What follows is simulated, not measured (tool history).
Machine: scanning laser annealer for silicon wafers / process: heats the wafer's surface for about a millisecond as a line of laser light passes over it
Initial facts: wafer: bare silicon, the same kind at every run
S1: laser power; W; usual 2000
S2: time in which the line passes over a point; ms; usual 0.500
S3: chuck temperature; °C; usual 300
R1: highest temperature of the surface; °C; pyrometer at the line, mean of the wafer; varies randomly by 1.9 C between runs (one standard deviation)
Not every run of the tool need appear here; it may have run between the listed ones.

run	hour	S1	S2	S3	R1
1	0.0	2000	0.500	300	1120
2	16.3	1913	0.500	300	1081
3	35.7	1913	0.500	300	1081
4	50.5	1988	0.500	300	1117
5	70.0	2000	0.500	299	1118
6	82.3	2000	0.500	299	1119
7	98.5	2000	0.500	300	1118
8	117.6	2000	0.500	300	1121
9	131.8	2000	0.500	300	1118
10	147.4	2000	0.500	300	1117
11	156.0	2000	0.610	284	1188
12	164.5	1788	0.500	306	1029
13	182.3	1793	0.500	300	1023
14	199.1	1966	0.525	297	1120
15	208.1	1966	0.525	297	1123
16	224.6	1966	0.525	297	1120
17	238.3	1966	0.525	297	1121
18	254.0	1758	0.500	325	1034
19	274.1	1979	0.415	282	1023

Predict each of these 5 candidate next runs independently; none follows another, all start after run 19:
A	285.3	1839	0.415	306	?
B	285.3	1897	0.354	312	?
C	285.3	1979	0.415	292	?
D	285.3	2000	0.470	300	?
E	285.3	1979	0.572	282	?

run	R1
A	987
B	963
C	1030
D	1093
E	1149
Had the tool no hidden state, the same runs would have come out as:
run	R1
A	987
B	963
C	1030
D	1093
E	1149
